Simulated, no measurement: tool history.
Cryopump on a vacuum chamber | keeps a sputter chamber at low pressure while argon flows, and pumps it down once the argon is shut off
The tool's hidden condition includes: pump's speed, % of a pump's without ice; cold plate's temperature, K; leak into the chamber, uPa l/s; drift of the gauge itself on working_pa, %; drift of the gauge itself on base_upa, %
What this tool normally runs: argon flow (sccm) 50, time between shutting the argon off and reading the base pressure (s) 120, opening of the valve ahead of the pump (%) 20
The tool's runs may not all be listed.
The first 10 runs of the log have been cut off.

run	hour	argon flow (sccm)	time between shutting the argon off and reading the base pressure (s)	opening of the valve ahead of the pump (%)	hours of work since the pump was warmed up and emptied	hours of work since the cold head was overhauled	hours of work since the chamber's fittings were tightened	pressure while argon flows (Pa)	pressure after the wait (uPa)
11	391.5	50	137	34	377	377	933	0.175	1.57
12	436.9	50	43	20	411	411	967	0.2973	2.15
13	471.7	50	120	20	437	437	993	0.296	1.66
14	526.6	50	120	20	478	478	1034	0.2982	1.63
15	573.4	27	120	20	513	513	1069	0.1612	1.78
16	601.1	81	120	20	534	534	1090	0.483	1.77
17	655.5	50	120	20	574	574	1130	0.2999	1.87
18	688.4	33	120	48	599	599	1155	0.0861	1.84
19	710.7	33	120	48	616	616	1172	0.0859	1.88
20	755.3	33	120	48	649	649	1205	0.0867	1.95

What does the tool deliver on the next run?
21	794.3	56	92	58	678	678	1234	?	?

pressure while argon flows (Pa): 0.1234
pressure after the wait (uPa): 2.07
Minus the tool's unlogged condition, the same run would have read pressure while argon flows (Pa) 0.1117, pressure after the wait (uPa) 0.59.
